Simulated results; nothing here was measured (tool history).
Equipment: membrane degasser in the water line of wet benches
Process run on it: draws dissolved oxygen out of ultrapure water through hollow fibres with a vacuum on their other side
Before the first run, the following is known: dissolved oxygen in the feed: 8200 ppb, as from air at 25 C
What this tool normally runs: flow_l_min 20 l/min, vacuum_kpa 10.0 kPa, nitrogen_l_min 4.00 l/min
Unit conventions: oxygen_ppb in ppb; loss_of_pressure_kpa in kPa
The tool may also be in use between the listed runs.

run,hour,flow_l_min,vacuum_kpa,nitrogen_l_min,oxygen_ppb,loss_of_pressure_kpa
1,0.0,20,10.0,4.00,85.9,50.04
2,217.2,20,10.0,4.00,86.2,50.10
3,326.4,20,10.0,4.00,87.1,49.62
4,415.1,20,10.0,4.00,85.7,50.22
5,619.1,20,10.0,4.00,87.4,50.16
6,745.2,12,6.5,1.65,58.8,30.33
7,928.0,14,22.0,10.36,64.7,35.14
8,1136.7,20,9.0,2.29,126.0,50.34
9,1301.4,26,10.0,4.00,119.7,65.06
10,1436.6,26,10.0,4.00,122.3,65.76

Predict each of these 4 candidate next runs independently; none follows another, all start after run 10:
A,1649.1,20,16.5,10.74,?,?
B,1649.1,20,10.0,1.70,?,?
C,1649.1,31,9.6,8.77,?,?
D,1649.1,14,13.3,2.24,?,?

run,oxygen_ppb,loss_of_pressure_kpa
A,65.7,50.67
B,188.6,50.38
C,86.9,78.38
D,152.0,35.45
Without the tool's unlogged condition, the same runs would have read:
run,oxygen_ppb,loss_of_pressure_kpa
A,64.5,49.70
B,184.9,49.40
C,82.7,76.86
D,149.9,34.77

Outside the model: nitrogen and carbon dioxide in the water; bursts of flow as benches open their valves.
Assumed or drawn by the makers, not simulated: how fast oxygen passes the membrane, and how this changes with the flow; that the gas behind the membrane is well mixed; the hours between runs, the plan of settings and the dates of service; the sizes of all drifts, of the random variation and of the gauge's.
